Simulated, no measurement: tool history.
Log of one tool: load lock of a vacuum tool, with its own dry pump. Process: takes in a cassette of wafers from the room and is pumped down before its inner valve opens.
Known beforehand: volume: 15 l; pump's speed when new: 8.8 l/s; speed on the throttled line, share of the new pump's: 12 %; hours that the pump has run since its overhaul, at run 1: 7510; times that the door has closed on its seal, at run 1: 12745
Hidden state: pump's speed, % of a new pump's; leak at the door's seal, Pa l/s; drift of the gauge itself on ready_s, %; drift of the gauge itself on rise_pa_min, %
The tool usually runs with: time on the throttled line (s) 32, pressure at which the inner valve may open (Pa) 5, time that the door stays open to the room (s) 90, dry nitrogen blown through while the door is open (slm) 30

run	hour	time on the throttled line (s)	pressure at which the inner valve may open (Pa)	time that the door stays open to the room (s)	dry nitrogen blown through while the door is open (slm)	hours that the pump has run since its overhaul	times that the door has closed on its seal	incoming humidity of the room's air, %	time from the closed door until the inner valve may open (s)	rise of the pressure with all valves shut (Pa/min)
1	0	32	5	90	30	7510	12745	45.9	46	0.053
2	129.8	32	5	90	30	7640	13060	47.9	45	0.058
3	203.3	32	5	90	12	7713	13238	44.3	45.6	0.08
4	307.7	32	5	90	12	7818	13492	45.7	45.6	0.079
5	380.8	22	5	90	30	7891	13669	44.9	36.4	0.05
6	456	22	5	90	30	7966	13852	46.7	36.5	0.044
7	549.2	32	5	37	30	8059	14078	49.5	45.1	0.03
8	627.9	32	5	49	30	8138	14269	46.3	45.5	0.039
9	748.4	32	5	49	30	8259	14562	48	45.5	0.037
10	862.2	32	5	49	30	8372	14838	45.4	45.7	0.034
11	972.6	32	5	49	30	8483	15106	45	44.9	0.039
12	1039.8	32	5	49	30	8550	15269	46.8	45.7	0.034
13	1163.8	32	5	49	30	8674	15570	46.9	45.3	0.036
14	1272.8	32	5	49	30	8783	15835	47.7	46.5	0.036
15	1361.6	32	9	90	30	8872	16050	43.4	44.8	0.046
16	1502.9	29	5	31	4	9013	16393	47	42.7	0.067
17	1567	29	5	31	4	9077	16549	45.5	42.8	0.069
18	1636.2	26	4	60	30	9146	16717	46.6	40	0.042
19	1706.5	26	4	211	30	9217	16887	46	40.1	0.082
20	1849.5	32	5	51	30	9360	17235	47.6	45	0.038
21	1915.2	32	5	51	30	9425	17394	40.7	45.3	0.039
22	1982.8	48	9	128	30	9493	17558	44.3	57.4	0.056
23	2103.2	26	8	38	14	9613	17851	40.5	39.4	0.044
24	2234.6	26	8	38	14	9745	18169	43.3	39.4	0.043
25	2334.7	55	5	156	5	9845	18412	45.3	66.1	0.148
26	2406.3	32	5	90	30	9916	18586	45.8	45.1	0.05
27	2524.6	39	9	53	12	10035	18874	44.5	50.2	0.062
28	2668	32	5	26	30	10178	19222	44.9	44.7	0.025
29	2783.4	32	5	26	30	10293	19502	42.7	45.1	0.026

Predict each of these 3 candidate next runs independently; none follows another, all start after run 29:
A	2905.2	32	5	90	5	10415	19797	43.6	?	?
B	2905.2	32	7	90	30	10415	19797	45	?	?
C	2905.2	30	5	90	30	10415	19797	44.8	?	?

run	time from the closed door until the inner valve may open (s)	rise of the pressure with all valves shut (Pa/min)
A	45.1	0.104
B	45.2	0.046
C	43.8	0.049
The same runs, with their run-to-run variation unchanged, on a tool lacking any hidden condition would have given:
run	time from the closed door until the inner valve may open (s)	rise of the pressure with all valves shut (Pa/min)
A	45.1	0.104
B	45.2	0.046
C	43.8	0.049

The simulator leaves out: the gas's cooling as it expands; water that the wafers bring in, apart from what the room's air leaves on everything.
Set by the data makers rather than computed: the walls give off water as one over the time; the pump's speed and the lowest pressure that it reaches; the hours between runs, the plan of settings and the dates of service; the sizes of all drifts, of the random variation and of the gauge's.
